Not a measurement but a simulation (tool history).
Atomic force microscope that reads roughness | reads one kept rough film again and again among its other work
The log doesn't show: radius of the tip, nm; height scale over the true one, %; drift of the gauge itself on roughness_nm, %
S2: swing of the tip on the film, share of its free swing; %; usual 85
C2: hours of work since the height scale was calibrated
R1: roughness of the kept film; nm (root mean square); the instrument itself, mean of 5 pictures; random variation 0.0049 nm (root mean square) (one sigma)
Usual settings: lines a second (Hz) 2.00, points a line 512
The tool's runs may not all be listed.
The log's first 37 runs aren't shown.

run 38 day=90.633 | lines_a_second_(Hz)=1.74 S2=85 points_a_line=600 | pictures_with_this_tip=200 C2=30 | R1=0.918
run 39 day=93.829 | lines_a_second_(Hz)=0.76 S2=65 points_a_line=512 | pictures_with_this_tip=275 C2=64 | R1=1.056
-- day=96.250 new tip fitted
run 40 day=96.450 | lines_a_second_(Hz)=1.33 S2=60 points_a_line=662 | pictures_with_this_tip=5 C2=93 | R1=1.070
run 41 day=99.358 | lines_a_second_(Hz)=3.24 S2=73 points_a_line=512 | pictures_with_this_tip=72 C2=124 | R1=0.911
run 42 day=101.275 | lines_a_second_(Hz)=3.24 S2=73 points_a_line=512 | pictures_with_this_tip=117 C2=145 | R1=0.915
run 43 day=103.796 | lines_a_second_(Hz)=1.68 S2=73 points_a_line=679 | pictures_with_this_tip=175 C2=173 | R1=1.000
run 44 day=106.825 | lines_a_second_(Hz)=1.68 S2=73 points_a_line=679 | pictures_with_this_tip=246 C2=206 | R1=0.985
run 45 day=109.817 | lines_a_second_(Hz)=0.57 S2=85 points_a_line=415 | pictures_with_this_tip=315 C2=238 | R1=1.014
-- day=110.638 new tip fitted
run 46 day=112.617 | lines_a_second_(Hz)=0.96 S2=58 points_a_line=341 | pictures_with_this_tip=46 C2=269 | R1=1.076
run 47 day=115.012 | lines_a_second_(Hz)=3.60 S2=65 points_a_line=261 | pictures_with_this_tip=101 C2=295 | R1=0.957
run 48 day=117.675 | lines_a_second_(Hz)=2.00 S2=85 points_a_line=910 | pictures_with_this_tip=163 C2=324 | R1=0.892
run 49 day=119.321 | lines_a_second_(Hz)=2.00 S2=80 points_a_line=910 | pictures_with_this_tip=201 C2=342 | R1=0.922
run 50 day=121.888 | lines_a_second_(Hz)=0.87 S2=58 points_a_line=280 | pictures_with_this_tip=261 C2=370 | R1=1.064
run 51 day=124.567 | lines_a_second_(Hz)=3.72 S2=67 points_a_line=939 | pictures_with_this_tip=323 C2=399 | R1=0.922
-- day=125.112 new tip fitted
run 52 day=127.146 | lines_a_second_(Hz)=3.72 S2=67 points_a_line=939 | pictures_with_this_tip=47 C2=427 | R1=0.948

Forecast each of these 4 alternatives for the next run:
run A day=129.212 | lines_a_second_(Hz)=2.73 S2=60 points_a_line=341 | pictures_with_this_tip=95 C2=449 | R1=?
run B day=129.212 | lines_a_second_(Hz)=2.00 S2=63 points_a_line=512 | pictures_with_this_tip=95 C2=449 | R1=?
run C day=129.212 | lines_a_second_(Hz)=1.49 S2=55 points_a_line=398 | pictures_with_this_tip=95 C2=449 | R1=?
run D day=129.212 | lines_a_second_(Hz)=3.72 S2=79 points_a_line=380 | pictures_with_this_tip=95 C2=449 | R1=?

run=A R1=1.016
run=B R1=1.019
run=C R1=1.060
run=D R1=0.822
Without the tool's hidden state the same runs would have given:
run=A R1=1.030
run=B R1=1.033
run=C R1=1.075
run=D R1=0.833
